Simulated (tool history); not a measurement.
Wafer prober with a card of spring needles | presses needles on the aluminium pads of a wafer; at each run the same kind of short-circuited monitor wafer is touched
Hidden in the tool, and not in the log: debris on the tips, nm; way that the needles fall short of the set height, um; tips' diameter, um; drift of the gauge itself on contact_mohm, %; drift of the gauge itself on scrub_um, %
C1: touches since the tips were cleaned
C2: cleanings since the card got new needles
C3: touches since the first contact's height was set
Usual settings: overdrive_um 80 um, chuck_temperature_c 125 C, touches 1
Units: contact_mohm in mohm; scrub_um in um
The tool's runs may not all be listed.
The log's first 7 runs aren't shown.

{"hour": 127.8, "done": "tips cleaned on abrasive film"}
{"run": 8, "hour": 132.9, "overdrive_um": 80, "chuck_temperature_c": 125, "touches": 3, "C1": 1125, "C2": 33, "C3": 69666, "contact_mohm": 291, "scrub_um": 13.59}
{"hour": 137.2, "done": "tips cleaned on abrasive film"}
{"hour": 145.9, "done": "tips cleaned on abrasive film"}
{"hour": 155.0, "done": "tips cleaned on abrasive film"}
{"run": 9, "hour": 155.0, "overdrive_um": 80, "chuck_temperature_c": 125, "touches": 3, "C1": 0, "C2": 36, "C3": 74401, "contact_mohm": 280, "scrub_um": 13.52}
{"hour": 164.6, "done": "tips cleaned on abrasive film"}
{"run": 10, "hour": 170.5, "overdrive_um": 80, "chuck_temperature_c": 125, "touches": 3, "C1": 1276, "C2": 37, "C3": 77754, "contact_mohm": 291, "scrub_um": 13.49}
{"hour": 173.2, "done": "tips cleaned on abrasive film"}
{"hour": 182.1, "done": "tips cleaned on abrasive film"}
{"hour": 192.5, "done": "tips cleaned on abrasive film"}
{"run": 11, "hour": 193.9, "overdrive_um": 80, "chuck_temperature_c": 29, "touches": 1, "C1": 308, "C2": 40, "C3": 82784, "contact_mohm": 275, "scrub_um": 13.52}
{"hour": 201.2, "done": "tips cleaned on abrasive film"}
{"run": 12, "hour": 208.6, "overdrive_um": 80, "chuck_temperature_c": 29, "touches": 1, "C1": 1620, "C2": 41, "C3": 85962, "contact_mohm": 304, "scrub_um": 13.23}
{"hour": 210.7, "done": "tips cleaned on abrasive film"}
{"hour": 219.4, "done": "tips cleaned on abrasive film"}
{"hour": 229.6, "done": "tips cleaned on abrasive film"}
{"run": 13, "hour": 229.6, "overdrive_um": 80, "chuck_temperature_c": 29, "touches": 1, "C1": 0, "C2": 44, "C3": 90471, "contact_mohm": 258, "scrub_um": 13.48}
{"hour": 238.6, "done": "tips cleaned on abrasive film"}
{"run": 14, "hour": 243.3, "overdrive_um": 80, "chuck_temperature_c": 29, "touches": 1, "C1": 1024, "C2": 45, "C3": 93424, "contact_mohm": 295, "scrub_um": 13.29}
{"hour": 247.8, "done": "tips cleaned on abrasive film"}
{"hour": 256.7, "done": "tips cleaned on abrasive film"}
{"run": 15, "hour": 261.3, "overdrive_um": 80, "chuck_temperature_c": 125, "touches": 2, "C1": 1016, "C2": 47, "C3": 97305, "contact_mohm": 309, "scrub_um": 13.43}
{"hour": 265.9, "done": "tips cleaned on abrasive film"}
{"hour": 275.7, "done": "tips cleaned on abrasive film"}
{"run": 16, "hour": 278.4, "overdrive_um": 80, "chuck_temperature_c": 125, "touches": 2, "C1": 604, "C2": 49, "C3": 100978, "contact_mohm": 289, "scrub_um": 13.27}
{"hour": 285.6, "done": "tips cleaned on abrasive film"}
{"run": 17, "hour": 293.1, "overdrive_um": 79, "chuck_temperature_c": 43, "touches": 1, "C1": 1638, "C2": 50, "C3": 104148, "contact_mohm": 314, "scrub_um": 13.08}
{"hour": 295.3, "done": "tips cleaned on abrasive film"}
{"hour": 305.0, "done": "tips cleaned on abrasive film"}
{"hour": 313.5, "done": "tips cleaned on abrasive film"}
{"run": 18, "hour": 319.8, "overdrive_um": 65, "chuck_temperature_c": 125, "touches": 1, "C1": 1384, "C2": 53, "C3": 109904, "contact_mohm": 358, "scrub_um": 10.6}
{"hour": 322.0, "done": "tips cleaned on abrasive film"}
{"hour": 331.5, "done": "tips cleaned on abrasive film"}
{"hour": 341.4, "done": "tips cleaned on abrasive film"}
{"run": 19, "hour": 346.9, "overdrive_um": 69, "chuck_temperature_c": 112, "touches": 2, "C1": 1178, "C2": 56, "C3": 115716, "contact_mohm": 315, "scrub_um": 11.31}
{"hour": 351.0, "done": "tips cleaned on abrasive film"}
{"hour": 360.5, "done": "tips cleaned on abrasive film"}
{"run": 20, "hour": 361.1, "overdrive_um": 69, "chuck_temperature_c": 112, "touches": 2, "C1": 115, "C2": 58, "C3": 118768, "contact_mohm": 284, "scrub_um": 11.34}
{"hour": 363.4, "done": "height of the first contact set anew"}
{"hour": 370.7, "done": "tips cleaned on abrasive film"}
{"hour": 380.2, "done": "tips cleaned on abrasive film"}
{"run": 21, "hour": 386.0, "overdrive_um": 69, "chuck_temperature_c": 112, "touches": 2, "C1": 1254, "C2": 60, "C3": 4857, "contact_mohm": 319, "scrub_um": 10.9}
{"hour": 390.1, "done": "tips cleaned on abrasive film"}
{"hour": 399.3, "done": "tips cleaned on abrasive film"}
{"run": 22, "hour": 404.1, "overdrive_um": 91, "chuck_temperature_c": 25, "touches": 2, "C1": 1044, "C2": 62, "C3": 8767, "contact_mohm": 275, "scrub_um": 14.9}
{"hour": 407.8, "done": "tips cleaned on abrasive film"}
{"hour": 417.6, "done": "tips cleaned on abrasive film"}
{"hour": 426.3, "done": "tips cleaned on abrasive film"}
{"run": 23, "hour": 430.0, "overdrive_um": 91, "chuck_temperature_c": 25, "touches": 2, "C1": 801, "C2": 65, "C3": 14325, "contact_mohm": 264, "scrub_um": 14.74}
{"hour": 436.1, "done": "tips cleaned on abrasive film"}
{"hour": 445.0, "done": "tips cleaned on abrasive film"}
{"hour": 453.6, "done": "tips cleaned on abrasive film"}
{"run": 24, "hour": 455.3, "overdrive_um": 91, "chuck_temperature_c": 25, "touches": 2, "C1": 370, "C2": 68, "C3": 19774, "contact_mohm": 257, "scrub_um": 14.63}
{"hour": 463.4, "done": "tips cleaned on abrasive film"}
{"run": 25, "hour": 470.7, "overdrive_um": 91, "chuck_temperature_c": 25, "touches": 2, "C1": 1587, "C2": 69, "C3": 23099, "contact_mohm": 274, "scrub_um": 14.76}
{"hour": 472.9, "done": "height of the first contact set anew, once more"}
{"hour": 473.0, "done": "tips cleaned on abrasive film"}
{"hour": 483.2, "done": "tips cleaned on abrasive film"}
{"run": 26, "hour": 484.9, "overdrive_um": 97, "chuck_temperature_c": 98, "touches": 1, "C1": 374, "C2": 71, "C3": 2557, "contact_mohm": 275, "scrub_um": 17.02}
{"hour": 492.4, "done": "tips cleaned on abrasive film"}
{"run": 27, "hour": 498.4, "overdrive_um": 71, "chuck_temperature_c": 78, "touches": 1, "C1": 1323, "C2": 72, "C3": 5487, "contact_mohm": 320, "scrub_um": 12.3}
{"hour": 502.4, "done": "tips cleaned on abrasive film"}
{"hour": 512.1, "done": "tips cleaned on abrasive film"}
{"run": 28, "hour": 517.5, "overdrive_um": 71, "chuck_temperature_c": 78, "touches": 1, "C1": 1190, "C2": 74, "C3": 9596, "contact_mohm": 321, "scrub_um": 12.42}
{"hour": 521.7, "done": "tips cleaned on abrasive film"}
{"hour": 531.5, "done": "tips cleaned on abrasive film"}
{"hour": 540.9, "done": "tips cleaned on abrasive film"}
{"run": 29, "hour": 542.8, "overdrive_um": 95, "chuck_temperature_c": 30, "touches": 2, "C1": 410, "C2": 77, "C3": 15022, "contact_mohm": 255, "scrub_um": 16.6}
{"hour": 550.2, "done": "tips cleaned on abrasive film"}
{"hour": 559.3, "done": "tips cleaned on abrasive film"}
{"run": 30, "hour": 562.1, "overdrive_um": 64, "chuck_temperature_c": 31, "touches": 1, "C1": 613, "C2": 79, "C3": 19189, "contact_mohm": 293, "scrub_um": 11.2}

Forecast each of these 3 alternatives for the next run:
{"hour": 568.8, "done": "tips cleaned on abrasive film"}
{"hour": 577.9, "done": "tips cleaned on abrasive film"}
{"run": "A", "hour": 578.7, "overdrive_um": 70, "chuck_temperature_c": 31, "touches": 2, "C1": 169, "C2": 81, "C3": 22752, "contact_mohm": "?", "scrub_um": "?"}
{"hour": 568.8, "done": "tips cleaned on abrasive film"}
{"hour": 577.9, "done": "tips cleaned on abrasive film"}
{"run": "B", "hour": 578.7, "overdrive_um": 90, "chuck_temperature_c": 125, "touches": 1, "C1": 169, "C2": 81, "C3": 22752, "contact_mohm": "?", "scrub_um": "?"}
{"hour": 568.8, "done": "tips cleaned on abrasive film"}
{"hour": 577.9, "done": "tips cleaned on abrasive film"}
{"run": "C", "hour": 578.7, "overdrive_um": 99, "chuck_temperature_c": 69, "touches": 3, "C1": 169, "C2": 81, "C3": 22752, "contact_mohm": "?", "scrub_um": "?"}

run=A contact_mohm=262 scrub_um=12.1
run=B contact_mohm=279 scrub_um=15.61
run=C contact_mohm=259 scrub_um=17.23
Without the tool's hidden state the same runs would have given:
run=A contact_mohm=252 scrub_um=12.28
run=B contact_mohm=270 scrub_um=15.78
run=C contact_mohm=255 scrub_um=17.4

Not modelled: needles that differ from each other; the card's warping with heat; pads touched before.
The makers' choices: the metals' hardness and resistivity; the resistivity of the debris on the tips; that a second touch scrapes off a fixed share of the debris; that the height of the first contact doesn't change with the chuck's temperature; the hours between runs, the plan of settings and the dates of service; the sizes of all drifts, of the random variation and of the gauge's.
